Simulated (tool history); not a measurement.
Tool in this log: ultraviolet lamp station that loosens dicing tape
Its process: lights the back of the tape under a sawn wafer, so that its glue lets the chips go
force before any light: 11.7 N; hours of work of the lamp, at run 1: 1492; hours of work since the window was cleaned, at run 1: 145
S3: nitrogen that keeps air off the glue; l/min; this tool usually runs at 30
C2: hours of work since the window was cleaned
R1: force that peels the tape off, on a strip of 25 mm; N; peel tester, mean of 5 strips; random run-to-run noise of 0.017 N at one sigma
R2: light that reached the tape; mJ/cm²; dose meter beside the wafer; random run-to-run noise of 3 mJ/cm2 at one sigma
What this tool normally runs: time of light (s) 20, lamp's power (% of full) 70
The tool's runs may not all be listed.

{"run": 1, "hour": 0.0, "time of light (s)": 20, "lamp's power (% of full)": 70, "S3": 30, "hours of work of the lamp": 1492, "C2": 145, "R1": 0.841, "R2": 453}
{"run": 2, "hour": 84.9, "time of light (s)": 20, "lamp's power (% of full)": 70, "S3": 30, "hours of work of the lamp": 1541, "C2": 195, "R1": 0.846, "R2": 453}
{"hour": 115.7, "done": "window cleaned of glue's vapour"}
{"run": 3, "hour": 136.8, "time of light (s)": 20, "lamp's power (% of full)": 70, "S3": 30, "hours of work of the lamp": 1571, "C2": 12, "R1": 0.833, "R2": 460}
{"run": 4, "hour": 192.2, "time of light (s)": 20, "lamp's power (% of full)": 70, "S3": 30, "hours of work of the lamp": 1603, "C2": 44, "R1": 0.828, "R2": 454}
{"run": 5, "hour": 252.9, "time of light (s)": 20, "lamp's power (% of full)": 70, "S3": 30, "hours of work of the lamp": 1638, "C2": 80, "R1": 0.84, "R2": 457}
{"run": 6, "hour": 319.2, "time of light (s)": 20, "lamp's power (% of full)": 70, "S3": 30, "hours of work of the lamp": 1677, "C2": 118, "R1": 0.805, "R2": 452}
{"run": 7, "hour": 384.8, "time of light (s)": 20, "lamp's power (% of full)": 70, "S3": 32, "hours of work of the lamp": 1715, "C2": 156, "R1": 0.784, "R2": 457}
{"run": 8, "hour": 450.5, "time of light (s)": 20, "lamp's power (% of full)": 70, "S3": 32, "hours of work of the lamp": 1753, "C2": 194, "R1": 0.821, "R2": 452}
{"hour": 482.9, "done": "window cleaned of glue's vapour"}
{"run": 9, "hour": 498.2, "time of light (s)": 20, "lamp's power (% of full)": 70, "S3": 32, "hours of work of the lamp": 1780, "C2": 9, "R1": 0.832, "R2": 459}
{"run": 10, "hour": 555.1, "time of light (s)": 20, "lamp's power (% of full)": 70, "S3": 32, "hours of work of the lamp": 1813, "C2": 42, "R1": 0.788, "R2": 456}
{"run": 11, "hour": 616.5, "time of light (s)": 20, "lamp's power (% of full)": 70, "S3": 32, "hours of work of the lamp": 1849, "C2": 77, "R1": 0.789, "R2": 454}
{"run": 12, "hour": 695.5, "time of light (s)": 20, "lamp's power (% of full)": 70, "S3": 32, "hours of work of the lamp": 1895, "C2": 123, "R1": 0.788, "R2": 453}
{"run": 13, "hour": 743.3, "time of light (s)": 20, "lamp's power (% of full)": 70, "S3": 32, "hours of work of the lamp": 1922, "C2": 151, "R1": 0.776, "R2": 458}
{"hour": 812.7, "done": "lamp changed"}
{"run": 14, "hour": 827.6, "time of light (s)": 20, "lamp's power (% of full)": 70, "S3": 32, "hours of work of the lamp": 9, "C2": 199, "R1": 0.763, "R2": 453}
{"hour": 849.8, "done": "window cleaned of glue's vapour"}
{"run": 15, "hour": 871.2, "time of light (s)": 20, "lamp's power (% of full)": 70, "S3": 32, "hours of work of the lamp": 34, "C2": 12, "R1": 0.776, "R2": 454}
{"run": 16, "hour": 912.3, "time of light (s)": 20, "lamp's power (% of full)": 70, "S3": 32, "hours of work of the lamp": 57, "C2": 36, "R1": 0.813, "R2": 460}
{"run": 17, "hour": 958.2, "time of light (s)": 20, "lamp's power (% of full)": 70, "S3": 32, "hours of work of the lamp": 84, "C2": 63, "R1": 0.792, "R2": 456}
{"run": 18, "hour": 1038.2, "time of light (s)": 20, "lamp's power (% of full)": 70, "S3": 30, "hours of work of the lamp": 130, "C2": 109, "R1": 0.833, "R2": 461}
{"run": 19, "hour": 1127.5, "time of light (s)": 20, "lamp's power (% of full)": 70, "S3": 30, "hours of work of the lamp": 182, "C2": 161, "R1": 0.832, "R2": 457}
{"run": 20, "hour": 1197.6, "time of light (s)": 20, "lamp's power (% of full)": 70, "S3": 30, "hours of work of the lamp": 223, "C2": 202, "R1": 0.84, "R2": 459}
{"hour": 1218.4, "done": "window cleaned of glue's vapour"}
{"run": 21, "hour": 1274.1, "time of light (s)": 20, "lamp's power (% of full)": 70, "S3": 30, "hours of work of the lamp": 267, "C2": 32, "R1": 0.82, "R2": 458}
{"run": 22, "hour": 1348.6, "time of light (s)": 33, "lamp's power (% of full)": 70, "S3": 28, "hours of work of the lamp": 310, "C2": 76, "R1": 0.264, "R2": 750}
{"run": 23, "hour": 1422.5, "time of light (s)": 15, "lamp's power (% of full)": 91, "S3": 19, "hours of work of the lamp": 353, "C2": 118, "R1": 1.256, "R2": 442}
{"run": 24, "hour": 1494.6, "time of light (s)": 20, "lamp's power (% of full)": 66, "S3": 30, "hours of work of the lamp": 395, "C2": 160, "R1": 0.959, "R2": 430}
{"run": 25, "hour": 1540.3, "time of light (s)": 20, "lamp's power (% of full)": 66, "S3": 30, "hours of work of the lamp": 421, "C2": 187, "R1": 0.924, "R2": 432}
{"hour": 1586.6, "done": "window cleaned of glue's vapour"}
{"run": 26, "hour": 1589.7, "time of light (s)": 12, "lamp's power (% of full)": 77, "S3": 10, "hours of work of the lamp": 450, "C2": 2, "R1": 3.587, "R2": 299}
{"run": 27, "hour": 1679.9, "time of light (s)": 12, "lamp's power (% of full)": 77, "S3": 10, "hours of work of the lamp": 502, "C2": 54, "R1": 3.606, "R2": 295}
{"run": 28, "hour": 1727.2, "time of light (s)": 33, "lamp's power (% of full)": 72, "S3": 18, "hours of work of the lamp": 530, "C2": 82, "R1": 0.365, "R2": 763}
{"run": 29, "hour": 1770.1, "time of light (s)": 30, "lamp's power (% of full)": 70, "S3": 10, "hours of work of the lamp": 554, "C2": 106, "R1": 0.864, "R2": 683}
{"run": 30, "hour": 1862.6, "time of light (s)": 30, "lamp's power (% of full)": 70, "S3": 10, "hours of work of the lamp": 608, "C2": 160, "R1": 0.914, "R2": 684}
{"run": 31, "hour": 1930.7, "time of light (s)": 30, "lamp's power (% of full)": 70, "S3": 10, "hours of work of the lamp": 648, "C2": 200, "R1": 0.893, "R2": 682}
{"hour": 1956.5, "done": "window cleaned of glue's vapour"}
{"run": 32, "hour": 2019.8, "time of light (s)": 30, "lamp's power (% of full)": 77, "S3": 10, "hours of work of the lamp": 699, "C2": 37, "R1": 0.739, "R2": 754}
{"run": 33, "hour": 2085.6, "time of light (s)": 15, "lamp's power (% of full)": 92, "S3": 37, "hours of work of the lamp": 737, "C2": 75, "R1": 0.71, "R2": 444}
{"run": 34, "hour": 2151.4, "time of light (s)": 13, "lamp's power (% of full)": 62, "S3": 13, "hours of work of the lamp": 775, "C2": 113, "R1": 3.627, "R2": 264}
{"run": 35, "hour": 2202.8, "time of light (s)": 13, "lamp's power (% of full)": 62, "S3": 13, "hours of work of the lamp": 805, "C2": 143, "R1": 3.897, "R2": 257}
{"run": 36, "hour": 2284.3, "time of light (s)": 37, "lamp's power (% of full)": 66, "S3": 30, "hours of work of the lamp": 852, "C2": 190, "R1": 0.211, "R2": 799}
{"hour": 2322.2, "done": "window cleaned of glue's vapour"}
{"run": 37, "hour": 2350.1, "time of light (s)": 37, "lamp's power (% of full)": 66, "S3": 30, "hours of work of the lamp": 890, "C2": 16, "R1": 0.208, "R2": 796}
{"run": 38, "hour": 2406.5, "time of light (s)": 37, "lamp's power (% of full)": 66, "S3": 30, "hours of work of the lamp": 923, "C2": 49, "R1": 0.214, "R2": 800}
{"run": 39, "hour": 2500.2, "time of light (s)": 37, "lamp's power (% of full)": 66, "S3": 30, "hours of work of the lamp": 977, "C2": 103, "R1": 0.216, "R2": 794}
{"run": 40, "hour": 2542.0, "time of light (s)": 18, "lamp's power (% of full)": 76, "S3": 30, "hours of work of the lamp": 1002, "C2": 128, "R1": 0.908, "R2": 448}
{"run": 41, "hour": 2610.7, "time of light (s)": 18, "lamp's power (% of full)": 64, "S3": 23, "hours of work of the lamp": 1041, "C2": 167, "R1": 1.554, "R2": 373}

How the hidden state differs across the entries between the runs, from the last listed run before each to the first after it:
In the gap between runs 2 and 3: window cleaned of glue's vapour (hour 115.7)
  no hidden state differs between the two runs
In the gap between runs 8 and 9: window cleaned of glue's vapour (hour 482.9)
  no hidden state differs between the two runs
In the gap between runs 13 and 14: lamp changed (hour 812.7)
  lamp's light, % of a new lamp's: 99.8 -> 100
In the gap between runs 14 and 15: window cleaned of glue's vapour (hour 849.8)
  no hidden state differs between the two runs
In the gap between runs 20 and 21: window cleaned of glue's vapour (hour 1218.4)
  no hidden state differs between the two runs
In the gap between runs 25 and 26: window cleaned of glue's vapour (hour 1586.6)
  no hidden state differs between the two runs
In the gap between runs 31 and 32: window cleaned of glue's vapour (hour 1956.5)
  no hidden state differs between the two runs
In the gap between runs 36 and 37: window cleaned of glue's vapour (hour 2322.2)
  no hidden state differs between the two runs
